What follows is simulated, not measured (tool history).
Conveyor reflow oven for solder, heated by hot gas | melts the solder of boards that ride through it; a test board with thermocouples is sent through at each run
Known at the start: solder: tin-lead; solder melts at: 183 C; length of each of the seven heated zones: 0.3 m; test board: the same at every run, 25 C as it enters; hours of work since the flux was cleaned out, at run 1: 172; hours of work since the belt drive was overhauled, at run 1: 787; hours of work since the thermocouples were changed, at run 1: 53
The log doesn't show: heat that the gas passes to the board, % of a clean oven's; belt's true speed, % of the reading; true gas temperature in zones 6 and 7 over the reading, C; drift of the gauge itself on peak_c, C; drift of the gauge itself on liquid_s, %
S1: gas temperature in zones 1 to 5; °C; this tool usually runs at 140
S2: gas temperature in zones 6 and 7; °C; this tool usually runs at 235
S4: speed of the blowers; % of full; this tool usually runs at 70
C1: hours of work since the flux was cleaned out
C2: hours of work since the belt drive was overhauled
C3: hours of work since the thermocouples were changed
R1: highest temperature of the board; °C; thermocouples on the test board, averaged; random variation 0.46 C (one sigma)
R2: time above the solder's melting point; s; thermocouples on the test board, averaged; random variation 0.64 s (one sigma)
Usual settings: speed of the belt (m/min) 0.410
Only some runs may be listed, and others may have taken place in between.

Run 1, hour 0.0: usual settings; C1 172; C2 787; C3 53. Result: R1 217.7 °C, R2 66.3 s.
Run 2, hour 54.3: usual settings; C1 204; C2 819; C3 85. Result: R1 215.8 °C, R2 66.5 s.
Run 3, hour 110.1: usual settings; C1 237; C2 851; C3 118. Result: R1 217.0 °C, R2 65.5 s.
Run 4, hour 170.2: usual settings; C1 272; C2 887; C3 153. Result: R1 216.0 °C, R2 65.4 s.
Run 5, hour 240.1: usual settings; C1 313; C2 928; C3 195. Result: R1 215.5 °C, R2 64.6 s.
Run 6, hour 292.0: usual settings but speed of the belt (m/min) 0.404; C1 344; C2 959; C3 225. Result: R1 215.2 °C, R2 64.9 s.
Run 7, hour 364.6: usual settings; C1 387; C2 1001; C3 268. Result: R1 214.5 °C, R2 63.6 s.
Run 8, hour 396.2: usual settings; C1 405; C2 1020; C3 286. Result: R1 214.7 °C, R2 63.0 s.
At hour 448.8: flux residue cleaned out of gas plates and filters.
Run 9, hour 453.1: usual settings; C1 3; C2 1050; C3 317. Result: R1 218.1 °C, R2 66.9 s.
Run 10, hour 514.2: usual settings but S4 50 % of full; C1 38; C2 1086; C3 353. Result: R1 213.5 °C, R2 61.6 s.
Run 11, hour 555.9: usual settings but S4 50 % of full; C1 63; C2 1111; C3 377. Result: R1 213.3 °C, R2 61.9 s.
Run 12, hour 608.3: usual settings; C1 94; C2 1142; C3 408. Result: R1 217.1 °C, R2 67.5 s.
Run 13, hour 641.0: usual settings but S2 230 °C; C1 113; C2 1161; C3 427. Result: R1 212.4 °C, R2 62.7 s.
Run 14, hour 711.9: usual settings but S2 230 °C; C1 155; C2 1203; C3 469. Result: R1 211.7 °C, R2 62.6 s.
Run 15, hour 759.5: usual settings but S2 230 °C; C1 183; C2 1231; C3 497. Result: R1 212.0 °C, R2 59.7 s.
Run 16, hour 793.0: usual settings but S2 228 °C, speed of the belt (m/min) 0.426, S4 73 % of full; C1 203; C2 1250; C3 517. Result: R1 208.7 °C, R2 57.0 s.
Run 17, hour 849.7: usual settings but speed of the belt (m/min) 0.488; C1 236; C2 1284; C3 550. Result: R1 209.0 °C, R2 46.8 s.
Run 18, hour 903.5: usual settings but speed of the belt (m/min) 0.488; C1 268; C2 1315; C3 582. Result: R1 208.2 °C, R2 46.8 s.
Run 19, hour 943.8: usual settings but speed of the belt (m/min) 0.488; C1 291; C2 1339; C3 606. Result: R1 208.3 °C, R2 46.3 s.
Run 20, hour 984.5: usual settings but S2 236 °C, speed of the belt (m/min) 0.474; C1 315; C2 1363; C3 630. Result: R1 210.3 °C, R2 50.1 s.

Forecast run 21:
Run 21, hour 1046.8: usual settings but S2 236 °C, speed of the belt (m/min) 0.474; C1 352; C2 1400; C3 666. Result: R1 ?, R2 ?.

{"run 21": {"R1": 209.8, "R2": 49.7}}
Were there no unlogged condition in the tool, this run, its random variation unchanged, would have produced R1 214.8 °C, R2 54.4 s.
